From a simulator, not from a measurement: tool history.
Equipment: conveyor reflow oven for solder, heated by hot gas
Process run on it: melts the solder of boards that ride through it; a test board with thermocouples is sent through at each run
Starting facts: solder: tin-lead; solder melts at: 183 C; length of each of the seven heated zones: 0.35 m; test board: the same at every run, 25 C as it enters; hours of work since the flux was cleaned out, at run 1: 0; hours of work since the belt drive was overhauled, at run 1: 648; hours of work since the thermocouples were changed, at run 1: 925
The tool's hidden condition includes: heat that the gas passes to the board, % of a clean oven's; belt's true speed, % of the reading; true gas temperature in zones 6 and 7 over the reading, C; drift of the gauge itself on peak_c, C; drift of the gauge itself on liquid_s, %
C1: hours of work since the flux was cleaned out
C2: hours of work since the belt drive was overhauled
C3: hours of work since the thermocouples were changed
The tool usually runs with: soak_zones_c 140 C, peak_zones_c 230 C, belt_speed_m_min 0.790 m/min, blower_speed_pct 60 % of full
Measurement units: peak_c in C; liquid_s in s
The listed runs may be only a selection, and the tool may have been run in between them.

run 1 hour=0.0 | soak_zones_c=140 peak_zones_c=230 belt_speed_m_min=0.790 blower_speed_pct=60 | C1=0 C2=648 C3=925 | peak_c=206.0 liquid_s=31.6
run 2 hour=22.5 | soak_zones_c=140 peak_zones_c=230 belt_speed_m_min=0.790 blower_speed_pct=60 | C1=17 C2=665 C3=942 | peak_c=205.6 liquid_s=31.3
run 3 hour=38.4 | soak_zones_c=140 peak_zones_c=230 belt_speed_m_min=0.790 blower_speed_pct=60 | C1=29 C2=676 C3=954 | peak_c=205.4 liquid_s=31.5
run 4 hour=58.7 | soak_zones_c=140 peak_zones_c=230 belt_speed_m_min=0.790 blower_speed_pct=60 | C1=44 C2=692 C3=969 | peak_c=205.7 liquid_s=31.5
run 5 hour=87.1 | soak_zones_c=140 peak_zones_c=237 belt_speed_m_min=0.790 blower_speed_pct=60 | C1=65 C2=713 C3=990 | peak_c=210.6 liquid_s=35.0
run 6 hour=105.5 | soak_zones_c=140 peak_zones_c=237 belt_speed_m_min=0.790 blower_speed_pct=60 | C1=79 C2=727 C3=1004 | peak_c=210.5 liquid_s=34.8
run 7 hour=131.7 | soak_zones_c=140 peak_zones_c=230 belt_speed_m_min=0.790 blower_speed_pct=60 | C1=98 C2=746 C3=1023 | peak_c=204.8 liquid_s=31.0
run 8 hour=157.9 | soak_zones_c=140 peak_zones_c=230 belt_speed_m_min=0.790 blower_speed_pct=60 | C1=118 C2=766 C3=1043 | peak_c=204.9 liquid_s=30.6
run 9 hour=173.1 | soak_zones_c=140 peak_zones_c=230 belt_speed_m_min=0.822 blower_speed_pct=53 | C1=129 C2=777 C3=1054 | peak_c=200.3 liquid_s=24.2
run 10 hour=192.5 | soak_zones_c=140 peak_zones_c=230 belt_speed_m_min=0.822 blower_speed_pct=53 | C1=143 C2=791 C3=1068 | peak_c=199.8 liquid_s=24.1
-- hour=211.7 flux residue cleaned out of gas plates and filters
run 11 hour=215.2 | soak_zones_c=137 peak_zones_c=230 belt_speed_m_min=0.815 blower_speed_pct=51 | C1=3 C2=805 C3=1082 | peak_c=199.8 liquid_s=23.9
run 12 hour=241.2 | soak_zones_c=137 peak_zones_c=243 belt_speed_m_min=0.861 blower_speed_pct=60 | C1=22 C2=824 C3=1101 | peak_c=211.1 liquid_s=31.8
run 13 hour=265.9 | soak_zones_c=141 peak_zones_c=231 belt_speed_m_min=0.934 blower_speed_pct=89 | C1=40 C2=842 C3=1120 | peak_c=209.9 liquid_s=30.0
run 14 hour=279.3 | soak_zones_c=140 peak_zones_c=230 belt_speed_m_min=0.715 blower_speed_pct=60 | C1=50 C2=852 C3=1130 | peak_c=209.9 liquid_s=39.0
run 15 hour=300.7 | soak_zones_c=140 peak_zones_c=230 belt_speed_m_min=0.715 blower_speed_pct=60 | C1=66 C2=868 C3=1145 | peak_c=209.3 liquid_s=39.4

Each row is a separate what-if for the run after 15, all from the same tool condition, not one after another. Results?
run A hour=316.0 | soak_zones_c=155 peak_zones_c=234 belt_speed_m_min=0.715 blower_speed_pct=52 | C1=78 C2=880 C3=1157 | peak_c=? liquid_s=?
run B hour=316.0 | soak_zones_c=142 peak_zones_c=230 belt_speed_m_min=0.812 blower_speed_pct=60 | C1=78 C2=880 C3=1157 | peak_c=? liquid_s=?
run C hour=316.0 | soak_zones_c=140 peak_zones_c=230 belt_speed_m_min=0.859 blower_speed_pct=57 | C1=78 C2=880 C3=1157 | peak_c=? liquid_s=?
run D hour=316.0 | soak_zones_c=140 peak_zones_c=231 belt_speed_m_min=0.910 blower_speed_pct=60 | C1=78 C2=880 C3=1157 | peak_c=? liquid_s=?

run=A peak_c=212.9 liquid_s=46.3
run=B peak_c=205.2 liquid_s=30.7
run=C peak_c=200.8 liquid_s=24.3
run=D peak_c=200.4 liquid_s=22.1
The same runs, with their run-to-run variation unchanged, on a tool lacking any hidden condition would have given:
run=A peak_c=211.1 liquid_s=44.1
run=B peak_c=203.7 liquid_s=28.7
run=C peak_c=199.3 liquid_s=22.4
run=D peak_c=199.0 liquid_s=20.4
